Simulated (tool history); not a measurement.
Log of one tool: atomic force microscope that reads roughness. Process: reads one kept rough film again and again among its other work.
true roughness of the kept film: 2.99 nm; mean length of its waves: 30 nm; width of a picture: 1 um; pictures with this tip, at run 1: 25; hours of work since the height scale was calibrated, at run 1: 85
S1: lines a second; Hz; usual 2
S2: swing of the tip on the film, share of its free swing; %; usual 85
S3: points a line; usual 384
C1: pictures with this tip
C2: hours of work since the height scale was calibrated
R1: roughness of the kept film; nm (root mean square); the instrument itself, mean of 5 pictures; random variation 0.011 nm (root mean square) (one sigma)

run 1 day=0 | S1=2 S2=85 S3=384 | C1=25 C2=85 | R1=2.511
run 2 day=0.362 | S1=2 S2=85 S3=384 | C1=37 C2=91 | R1=2.522
run 3 day=0.796 | S1=2 S2=85 S3=384 | C1=51 C2=97 | R1=2.51
run 4 day=1.158 | S1=2 S2=85 S3=384 | C1=62 C2=102 | R1=2.518
run 5 day=1.821 | S1=2 S2=85 S3=384 | C1=84 C2=112 | R1=2.514
run 6 day=2.246 | S1=2 S2=85 S3=384 | C1=97 C2=118 | R1=2.501
run 7 day=2.575 | S1=2 S2=85 S3=384 | C1=108 C2=123 | R1=2.505
run 8 day=3.179 | S1=2 S2=85 S3=384 | C1=127 C2=132 | R1=2.507
run 9 day=3.479 | S1=2 S2=85 S3=559 | C1=137 C2=136 | R1=2.521
run 10 day=3.912 | S1=2 S2=85 S3=273 | C1=151 C2=142 | R1=2.498
-- day=3.996 new tip fitted
run 11 day=4.333 | S1=2 S2=85 S3=273 | C1=10 C2=148 | R1=2.498
run 12 day=4.854 | S1=2 S2=85 S3=273 | C1=27 C2=156 | R1=2.495
run 13 day=5.312 | S1=2 S2=85 S3=273 | C1=42 C2=162 | R1=2.517
run 14 day=5.95 | S1=2 S2=85 S3=273 | C1=62 C2=171 | R1=2.502
run 15 day=6.304 | S1=0.51 S2=85 S3=384 | C1=74 C2=177 | R1=2.714
run 16 day=6.692 | S1=2 S2=85 S3=384 | C1=86 C2=182 | R1=2.511
run 17 day=7.242 | S1=2 S2=85 S3=384 | C1=104 C2=190 | R1=2.51
run 18 day=7.892 | S1=2 S2=85 S3=384 | C1=125 C2=200 | R1=2.528
run 19 day=8.192 | S1=2 S2=64 S3=384 | C1=134 C2=204 | R1=2.671
run 20 day=8.654 | S1=2 S2=64 S3=384 | C1=149 C2=211 | R1=2.674
-- day=8.75 new tip fitted
run 21 day=9.154 | S1=2 S2=64 S3=384 | C1=13 C2=218 | R1=2.714
run 22 day=9.462 | S1=3.23 S2=64 S3=384 | C1=22 C2=222 | R1=2.65
run 23 day=10.071 | S1=2 S2=90 S3=384 | C1=42 C2=231 | R1=2.45
run 24 day=10.633 | S1=2 S2=85 S3=865 | C1=60 C2=239 | R1=2.522
run 25 day=11.275 | S1=2 S2=70 S3=865 | C1=81 C2=249 | R1=2.664
run 26 day=11.979 | S1=2 S2=85 S3=328 | C1=103 C2=259 | R1=2.506
run 27 day=12.317 | S1=2 S2=85 S3=328 | C1=114 C2=264 | R1=2.507
run 28 day=13.042 | S1=2 S2=85 S3=328 | C1=137 C2=274 | R1=2.485
-- day=13.538 new tip fitted
run 29 day=13.625 | S1=2 S2=85 S3=328 | C1=3 C2=282 | R1=2.515
run 30 day=13.971 | S1=2 S2=85 S3=328 | C1=14 C2=287 | R1=2.489
run 31 day=14.621 | S1=1.92 S2=57 S3=384 | C1=35 C2=297 | R1=2.73
run 32 day=15.15 | S1=2 S2=85 S3=452 | C1=52 C2=305 | R1=2.54
run 33 day=15.804 | S1=0.81 S2=85 S3=384 | C1=73 C2=314 | R1=2.66
run 34 day=16.254 | S1=1.96 S2=86 S3=847 | C1=88 C2=321 | R1=2.539
run 35 day=16.796 | S1=1.96 S2=68 S3=353 | C1=105 C2=328 | R1=2.649
run 36 day=17.262 | S1=1.12 S2=58 S3=912 | C1=120 C2=335 | R1=2.745
run 37 day=17.908 | S1=1.12 S2=68 S3=912 | C1=141 C2=345 | R1=2.716
-- day=18.296 new tip fitted
run 38 day=18.521 | S1=1.12 S2=68 S3=912 | C1=8 C2=353 | R1=2.73
run 39 day=19.133 | S1=1.12 S2=68 S3=912 | C1=27 C2=362 | R1=2.728
run 40 day=19.546 | S1=1.12 S2=68 S3=912 | C1=41 C2=368 | R1=2.725
run 41 day=20.192 | S1=2 S2=85 S3=361 | C1=61 C2=377 | R1=2.507
run 42 day=20.7 | S1=2 S2=85 S3=361 | C1=78 C2=385 | R1=2.519
run 43 day=21.367 | S1=1.92 S2=63 S3=956 | C1=99 C2=395 | R1=2.718
run 44 day=21.738 | S1=0.54 S2=80 S3=720 | C1=111 C2=400 | R1=2.734
run 45 day=22.175 | S1=2 S2=85 S3=298 | C1=125 C2=406 | R1=2.511
run 46 day=22.762 | S1=1.09 S2=85 S3=384 | C1=144 C2=415 | R1=2.622
-- day=23.046 new tip fitted
run 47 day=23.25 | S1=1.09 S2=85 S3=384 | C1=7 C2=422 | R1=2.638
run 48 day=23.758 | S1=1.9 S2=85 S3=384 | C1=23 C2=429 | R1=2.539
run 49 day=24.229 | S1=1.93 S2=68 S3=475 | C1=38 C2=436 | R1=2.678
run 50 day=24.625 | S1=1.08 S2=85 S3=326 | C1=51 C2=442 | R1=2.602
run 51 day=25.171 | S1=1.08 S2=63 S3=326 | C1=68 C2=449 | R1=2.704
run 52 day=25.633 | S1=1.08 S2=63 S3=326 | C1=83 C2=456 | R1=2.71

Forecast each of these 5 alternatives for the next run:
run A day=26.029 | S1=0.88 S2=85 S3=601 | C1=96 C2=462 | R1=?
run B day=26.029 | S1=2 S2=85 S3=422 | C1=96 C2=462 | R1=?
run C day=26.029 | S1=0.53 S2=63 S3=326 | C1=96 C2=462 | R1=?
run D day=26.029 | S1=2.9 S2=64 S3=669 | C1=96 C2=462 | R1=?
run E day=26.029 | S1=1.66 S2=63 S3=935 | C1=96 C2=462 | R1=?

run=A R1=2.664
run=B R1=2.529
run=C R1=2.742
run=D R1=2.67
run=E R1=2.721
Without the tool's hidden state the same runs would have given:
run=A R1=2.672
run=B R1=2.537
run=C R1=2.751
run=D R1=2.678
run=E R1=2.729

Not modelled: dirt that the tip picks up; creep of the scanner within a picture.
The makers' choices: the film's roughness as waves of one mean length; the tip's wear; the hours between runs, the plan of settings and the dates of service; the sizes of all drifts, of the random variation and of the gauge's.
